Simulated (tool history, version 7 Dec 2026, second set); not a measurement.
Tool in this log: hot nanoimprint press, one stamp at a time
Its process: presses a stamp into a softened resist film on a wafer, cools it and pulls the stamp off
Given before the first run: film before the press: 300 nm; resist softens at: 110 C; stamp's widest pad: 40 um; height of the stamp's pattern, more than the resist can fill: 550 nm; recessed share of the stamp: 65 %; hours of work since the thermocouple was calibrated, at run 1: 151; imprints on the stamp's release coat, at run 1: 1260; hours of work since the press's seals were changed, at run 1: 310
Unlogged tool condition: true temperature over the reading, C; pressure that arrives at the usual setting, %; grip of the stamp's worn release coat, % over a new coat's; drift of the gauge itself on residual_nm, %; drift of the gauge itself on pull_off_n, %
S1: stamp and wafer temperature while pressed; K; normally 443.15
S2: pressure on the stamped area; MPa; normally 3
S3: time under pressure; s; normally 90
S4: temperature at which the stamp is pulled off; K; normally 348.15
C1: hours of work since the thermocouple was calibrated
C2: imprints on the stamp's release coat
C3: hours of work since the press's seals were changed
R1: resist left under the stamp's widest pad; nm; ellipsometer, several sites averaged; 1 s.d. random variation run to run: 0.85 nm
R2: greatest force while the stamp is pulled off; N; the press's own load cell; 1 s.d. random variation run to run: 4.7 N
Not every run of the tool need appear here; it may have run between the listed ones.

{"run": 1, "day": 0.0, "S1": 443.15, "S2": 3, "S3": 90, "S4": 348.15, "C1": 151, "C2": 1260, "C3": 310, "R1": 119.6, "R2": 311}
{"run": 2, "day": 0.988, "S1": 443.15, "S2": 3, "S3": 90, "S4": 348.15, "C1": 163, "C2": 1319, "C3": 321, "R1": 120.7, "R2": 327}
{"run": 3, "day": 2.517, "S1": 443.15, "S2": 3, "S3": 90, "S4": 348.15, "C1": 180, "C2": 1410, "C3": 338, "R1": 119.9, "R2": 337}
{"run": 4, "day": 3.5, "S1": 443.15, "S2": 3, "S3": 57, "S4": 348.15, "C1": 191, "C2": 1469, "C3": 350, "R1": 145.5, "R2": 333}
{"run": 5, "day": 4.762, "S1": 443.15, "S2": 3, "S3": 90, "S4": 348.15, "C1": 206, "C2": 1545, "C3": 364, "R1": 123.1, "R2": 333}
{"run": 6, "day": 5.871, "S1": 443.15, "S2": 3, "S3": 90, "S4": 348.15, "C1": 218, "C2": 1611, "C3": 377, "R1": 121.9, "R2": 342}
{"run": 7, "day": 7.462, "S1": 443.15, "S2": 3, "S3": 90, "S4": 348.15, "C1": 236, "C2": 1707, "C3": 395, "R1": 123.1, "R2": 349}
{"run": 8, "day": 8.85, "S1": 443.15, "S2": 2.24, "S3": 90, "S4": 348.15, "C1": 252, "C2": 1790, "C3": 411, "R1": 141.6, "R2": 359}
{"day": 10.275, "done": "stamp cleaned and given a new release coat"}
{"run": 9, "day": 10.508, "S1": 443.15, "S2": 2.22, "S3": 90, "S4": 348.15, "C1": 268, "C2": 14, "C3": 427, "R1": 143.5, "R2": 238}
{"day": 10.721, "done": "plate thermocouple calibrated"}
{"run": 10, "day": 12.025, "S1": 443.15, "S2": 2.22, "S3": 90, "S4": 348.15, "C1": 15, "C2": 98, "C3": 443, "R1": 147.7, "R2": 244}
{"run": 11, "day": 12.896, "S1": 443.15, "S2": 3, "S3": 90, "S4": 348.15, "C1": 25, "C2": 150, "C3": 453, "R1": 129.8, "R2": 253}
{"run": 12, "day": 14.058, "S1": 443.15, "S2": 3, "S3": 90, "S4": 348.15, "C1": 38, "C2": 219, "C3": 466, "R1": 130.1, "R2": 253}
{"day": 14.638, "done": "plate thermocouple calibrated, once more"}
{"run": 13, "day": 14.904, "S1": 443.15, "S2": 3, "S3": 90, "S4": 348.15, "C1": 3, "C2": 263, "C3": 474, "R1": 116, "R2": 249}
{"run": 14, "day": 15.696, "S1": 443.15, "S2": 3, "S3": 90, "S4": 348.15, "C1": 12, "C2": 310, "C3": 483, "R1": 117.3, "R2": 245}
{"run": 15, "day": 17.462, "S1": 432.15, "S2": 3, "S3": 90, "S4": 348.15, "C1": 32, "C2": 416, "C3": 503, "R1": 203.7, "R2": 259}
{"run": 16, "day": 19.075, "S1": 432.15, "S2": 3, "S3": 90, "S4": 346.15, "C1": 51, "C2": 513, "C3": 522, "R1": 208.5, "R2": 287}
{"run": 17, "day": 20.854, "S1": 432.15, "S2": 3, "S3": 90, "S4": 346.15, "C1": 71, "C2": 619, "C3": 542, "R1": 208.3, "R2": 285}
{"run": 18, "day": 22.075, "S1": 432.15, "S2": 2.61, "S3": 90, "S4": 346.15, "C1": 85, "C2": 692, "C3": 556, "R1": 218.6, "R2": 286}
{"run": 19, "day": 23.212, "S1": 432.15, "S2": 2.61, "S3": 90, "S4": 346.15, "C1": 98, "C2": 761, "C3": 569, "R1": 217.6, "R2": 301}
{"run": 20, "day": 24.188, "S1": 443.15, "S2": 3, "S3": 82, "S4": 344.15, "C1": 109, "C2": 819, "C3": 580, "R1": 124.1, "R2": 299}
{"run": 21, "day": 25.058, "S1": 454.15, "S2": 4.8, "S3": 53, "S4": 351.15, "C1": 119, "C2": 871, "C3": 590, "R1": 65.5, "R2": 279}
{"run": 22, "day": 25.817, "S1": 453.15, "S2": 1.9, "S3": 53, "S4": 346.15, "C1": 128, "C2": 917, "C3": 599, "R1": 109.1, "R2": 302}
{"run": 23, "day": 26.717, "S1": 443.15, "S2": 3.65, "S3": 90, "S4": 348.15, "C1": 138, "C2": 971, "C3": 609, "R1": 110.6, "R2": 290}
{"run": 24, "day": 28.454, "S1": 443.15, "S2": 3.1, "S3": 129, "S4": 348.15, "C1": 158, "C2": 1075, "C3": 629, "R1": 103.3, "R2": 302}
{"run": 25, "day": 29.542, "S1": 446.15, "S2": 2.41, "S3": 77, "S4": 348.15, "C1": 170, "C2": 1140, "C3": 641, "R1": 121.5, "R2": 312}
{"run": 26, "day": 30.438, "S1": 443.15, "S2": 3, "S3": 90, "S4": 345.15, "C1": 180, "C2": 1194, "C3": 651, "R1": 121.4, "R2": 345}
{"run": 27, "day": 31.183, "S1": 443.15, "S2": 3, "S3": 90, "S4": 345.15, "C1": 189, "C2": 1238, "C3": 660, "R1": 122, "R2": 331}
{"run": 28, "day": 32.133, "S1": 443.15, "S2": 3, "S3": 90, "S4": 345.15, "C1": 200, "C2": 1295, "C3": 671, "R1": 122.7, "R2": 336}
{"run": 29, "day": 33.392, "S1": 451.15, "S2": 3.92, "S3": 170, "S4": 334.15, "C1": 214, "C2": 1371, "C3": 685, "R1": 53.5, "R2": 410}

What differs in the tool's unlogged condition from the final listed run ahead of each entry between runs to the first listed run following it?
After run 8, before run 9: stamp cleaned and given a new release coat (day 10.275)
  true temperature over the reading, C: -1.18 -> -1.26; pressure that arrives at the usual setting, %: 97.91 -> 97.84; grip of the stamp's worn release coat, % over a new coat's: 50.8 -> 0.4
  difference, measured minus the result without the unlogged condition, R1: +9.5 -> +10.2 nm; R2: +125 -> +6 N
After run 9, before run 10: plate thermocouple calibrated (day 10.721)
  true temperature over the reading, C: -1.26 -> -1.83; pressure that arrives at the usual setting, %: 97.84 -> 97.77; grip of the stamp's worn release coat, % over a new coat's: 0.4 -> 2.7
  difference, measured minus the result without the unlogged condition, R1: +10.2 -> +14.4 nm; R2: +6 -> +14 N
After run 12, before run 13: plate thermocouple calibrated, once more (day 14.638)
  true temperature over the reading, C: -1.94 -> 0.08; pressure that arrives at the usual setting, %: 97.66 -> 97.63; grip of the stamp's worn release coat, % over a new coat's: 6 -> 7.3
  difference, measured minus the result without the unlogged condition, R1: +14.5 -> +0.9 nm; R2: +22 -> +17 N
